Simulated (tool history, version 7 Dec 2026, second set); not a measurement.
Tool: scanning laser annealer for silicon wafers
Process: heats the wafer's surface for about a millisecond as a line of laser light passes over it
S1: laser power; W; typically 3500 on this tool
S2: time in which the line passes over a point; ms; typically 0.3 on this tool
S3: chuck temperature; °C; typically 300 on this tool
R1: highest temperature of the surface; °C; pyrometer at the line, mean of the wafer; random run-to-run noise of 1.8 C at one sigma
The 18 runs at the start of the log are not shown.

run	hour	S1	S2	S3	R1
# hour 988.7: window over the wafer cleaned
19	1026.4	3500	0.295	300	1058
20	1094.4	3500	0.295	300	1052
21	1137.6	3500	0.3	300	1059
22	1174	3541	0.3	300	1065
23	1229.4	3500	0.217	300	920
24	1290.8	3500	0.217	296	914
# hour 1300.3: laser's power meter calibrated
25	1340.9	3500	0.217	296	916
26	1402	3231	0.356	306	1049
27	1472.5	3231	0.356	306	1045
# hour 1484.3: window over the wafer cleaned
28	1554.8	3231	0.356	306	1071
29	1633.5	3231	0.356	306	1066
30	1673.9	3231	0.356	306	1063
# hour 1693.5: laser's power meter calibrated, once more
31	1722.7	3500	0.36	280	1107
32	1759.8	3500	0.241	314	967
33	1840.8	3712	0.261	289	1016
34	1892.4	3273	0.323	289	995
35	1927.1	3273	0.323	289	992
36	1965	3273	0.319	289	983
# hour 1982.8: window over the wafer cleaned
37	2007.2	3500	0.3	271	1031
38	2085.7	3594	0.269	279	1005
# hour 2154.2: optics aligned, line set to its width
39	2154.2	3500	0.3	278	1041
40	2195.3	3469	0.35	282	1105
41	2240.9	3619	0.321	300	1120

Consider 3 possible next runs. They are alternatives, not a sequence: every one starts from the tool as it was left by run 41. What does each give?
A	2309.2	3138	0.377	333	?
B	2309.2	3008	0.306	317	?
C	2309.2	3825	0.294	312	?

run	R1
A	1086
B	953
C	1141
What these runs would have given with no unlogged condition in the tool:
run	R1
A	1109
B	973
C	1166
